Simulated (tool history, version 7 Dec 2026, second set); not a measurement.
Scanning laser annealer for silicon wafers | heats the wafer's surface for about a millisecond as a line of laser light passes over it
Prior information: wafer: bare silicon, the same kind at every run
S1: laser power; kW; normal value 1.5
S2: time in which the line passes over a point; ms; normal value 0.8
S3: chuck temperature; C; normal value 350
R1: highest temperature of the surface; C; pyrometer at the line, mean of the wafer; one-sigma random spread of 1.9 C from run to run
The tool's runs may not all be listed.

run	hour	S1	S2	S3	R1
1	0	1.5	0.8	350	1168
2	31.9	1.524	0.8	350	1175
3	52.9	1.524	0.8	350	1173
4	80.3	1.524	0.8	350	1173
5	94.8	1.5	0.8	350	1152
6	108.3	1.5	0.8	322	1126
7	132.9	1.295	0.8	350	1046
8	147.9	1.295	0.8	350	1044
9	170.1	1.295	0.8	350	1044
10	187.3	1.5	0.969	350	1226
11	203.5	1.5	0.969	350	1227
12	217.7	1.5	0.8	350	1143
13	247.9	1.5	0.8	350	1138
14	276.2	1.5	0.8	350	1136
15	304.5	1.5	0.8	350	1137
# hour 323.2: optics aligned, line set to its width
16	324.3	1.5	0.8	350	1125
17	346.6	1.5	0.874	350	1160
18	364.5	1.5	0.874	350	1157
19	393.2	1.5	0.874	350	1155
20	409.1	1.389	0.8	350	1065
# hour 427.5: window over the wafer cleaned
21	431.3	1.389	0.8	350	1101
22	450.2	1.5	0.898	350	1210
23	472.3	1.5	0.898	350	1202
24	488.6	1.619	0.729	350	1172
# hour 501.9: optics aligned, line set to its width, once more
25	518.1	1.398	0.729	350	1074
26	544.9	1.641	0.98	376	1352
27	559.4	1.641	0.98	376	1354
28	589.1	1.627	0.8	383	1253
29	605.9	1.627	0.8	361	1227
30	619.4	1.291	0.981	356	1132
31	642.6	1.545	0.707	321	1089
32	659.4	1.407	0.992	350	1192
33	678.9	1.5	0.961	346	1220
34	704.3	1.611	0.578	337	1050
35	732.8	1.611	0.578	337	1043
36	749.8	1.647	0.943	379	1313
37	781.1	1.647	0.943	379	1311
38	801.1	1.608	0.8	380	1213
39	827.1	1.609	0.597	350	1061
40	847.4	1.609	0.597	350	1061
41	862.5	1.609	0.795	356	1178
# hour 867.3: window over the wafer cleaned
42	883.9	1.609	0.795	356	1226

Alternative continuations, all from the tool just after run 42; predict every row:
A	907.4	1.634	0.795	336	?
B	907.4	1.5	0.682	375	?
C	907.4	1.609	0.8	356	?

run	R1
A	1216
B	1122
C	1224
Without the tool's hidden state the same runs would have given:
run	R1
A	1232
B	1136
C	1240
